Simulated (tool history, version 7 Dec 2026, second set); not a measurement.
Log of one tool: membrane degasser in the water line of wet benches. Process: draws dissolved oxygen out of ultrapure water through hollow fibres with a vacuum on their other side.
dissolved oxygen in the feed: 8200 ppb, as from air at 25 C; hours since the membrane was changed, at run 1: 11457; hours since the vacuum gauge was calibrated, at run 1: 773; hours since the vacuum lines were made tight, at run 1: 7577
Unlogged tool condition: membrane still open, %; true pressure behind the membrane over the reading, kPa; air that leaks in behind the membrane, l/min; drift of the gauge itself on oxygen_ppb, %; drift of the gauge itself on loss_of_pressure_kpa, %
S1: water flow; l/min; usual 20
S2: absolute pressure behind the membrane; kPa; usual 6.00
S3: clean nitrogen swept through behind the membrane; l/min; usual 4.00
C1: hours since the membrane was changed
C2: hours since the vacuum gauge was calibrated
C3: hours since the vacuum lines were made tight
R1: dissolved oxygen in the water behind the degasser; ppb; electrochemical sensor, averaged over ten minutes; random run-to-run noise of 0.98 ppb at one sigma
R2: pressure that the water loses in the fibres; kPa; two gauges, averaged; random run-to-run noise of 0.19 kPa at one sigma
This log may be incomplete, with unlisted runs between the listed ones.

run	hour	S1	S2	S3	C1	C2	C3	R1	R2
1	0.0	20	6.00	4.00	11457	773	7577	113.4	41.63
2	135.7	20	6.00	4.00	11592	909	7713	112.9	41.75
3	339.3	20	6.00	1.84	11796	1112	7917	154.6	41.90
4	514.7	20	6.00	1.84	11971	1288	8092	153.6	41.87
5	687.3	20	5.62	1.84	12144	1460	8265	144.2	41.68
6	837.7	20	6.00	4.00	12294	1611	8415	116.6	41.63
# hour 922.3: seals of the vacuum lines changed
7	976.2	20	6.00	4.00	12431	1747	54	114.0	41.73
8	1238.2	20	6.00	4.00	12693	2009	316	115.4	42.14
9	1410.0	20	6.00	3.31	12865	2181	488	123.0	41.84
10	1615.7	20	6.00	3.31	13070	2387	693	127.4	41.99
11	1781.4	20	6.00	3.31	13236	2553	859	123.8	41.98
12	1963.1	20	6.00	2.65	13418	2734	1041	134.9	41.93
13	2224.8	20	6.00	2.65	13679	2996	1303	136.2	42.03
14	2456.9	20	6.00	2.65	13911	3228	1535	136.5	42.20
15	2664.6	28	10.47	3.35	14119	3436	1742	327.7	58.87
16	2958.2	28	5.13	3.35	14413	3729	2036	225.0	59.23
17	3090.5	28	5.13	3.35	14545	3862	2168	227.2	59.49
18	3385.8	28	5.13	3.35	14840	4157	2463	227.2	58.93
19	3565.6	19	4.44	5.98	15020	4337	2643	87.5	40.20
20	3699.1	20	5.78	4.00	15154	4470	2777	117.7	42.71
21	3968.2	17	3.70	4.00	15423	4739	3046	62.0	36.44

Table of differences, measured result less the result of that run with no hidden state. Run-to-run variation is the same in both. Gauge scatter possibly is not:
run	R1	R2
1	+19.6	+2.23
2	+19.9	+2.26
3	+22.5	+2.30
4	+23.0	+2.34
5	+23.3	+2.37
6	+22.1	+2.41
7	+21.0	+2.42
8	+21.8	+2.49
9	+22.6	+2.52
10	+23.8	+2.55
11	+23.6	+2.60
12	+24.7	+2.64
13	+25.6	+2.69
14	+26.1	+2.74
15	+46.6	+3.87
16	+47.9	+3.98
17	+48.9	+4.04
18	+49.9	+4.09
19	+24.5	+2.82
20	+27.8	+2.99
21	+20.3	+2.60

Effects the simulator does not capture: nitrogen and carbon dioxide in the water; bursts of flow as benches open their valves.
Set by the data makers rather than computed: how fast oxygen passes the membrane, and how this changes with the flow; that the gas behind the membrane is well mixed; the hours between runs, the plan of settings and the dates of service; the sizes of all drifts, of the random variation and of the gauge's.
